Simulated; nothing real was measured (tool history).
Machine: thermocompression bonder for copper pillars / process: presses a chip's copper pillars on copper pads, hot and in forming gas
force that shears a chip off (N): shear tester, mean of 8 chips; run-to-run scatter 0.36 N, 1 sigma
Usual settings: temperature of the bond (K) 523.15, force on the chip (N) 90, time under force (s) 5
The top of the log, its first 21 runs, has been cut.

run,hour,temperature of the bond (K),force on the chip (N),time under force (s),force that shears a chip off (N)
22,264.9,534.15,103,10,70.3
23,271.8,534.15,103,10,69.3
24,284.6,511.15,110,5,41.5
25,301,519.15,120,8,59.7
26,317,499.15,120,8,43
27,333.4,523.15,90,9,52.3
# hour 341.5: forming gas filter changed
28,344,523.15,90,9,56.2
29,354.3,523.15,90,9,55.7
30,370.3,493.15,89,10,33.8
31,385.4,515.15,57,5,25
32,392.7,515.15,90,12,54.4
33,405.5,539.15,92,5,56.9
34,412.3,525.15,90,5,46.2
35,422,539.15,77,5,49.8
36,438.3,539.15,77,5,49.2
37,451,539.15,77,5,49.4
38,461.1,523.15,90,7,49.7
39,474.3,523.15,66,14,49.8

4 options for the next run, each taken on its own from the tool as it stands now. Forecast them:
A,485.5,546.15,118,5,?
B,485.5,544.15,101,5,?
C,485.5,523.15,106,4,?
D,485.5,523.15,66,4,?

run,force that shears a chip off (N)
A,73
B,64.3
C,46.2
D,29.6
The same runs, with their run-to-run variation unchanged, on a tool lacking any hidden condition would have given:
run,force that shears a chip off (N)
A,74.9
B,66
C,47.4
D,30.4
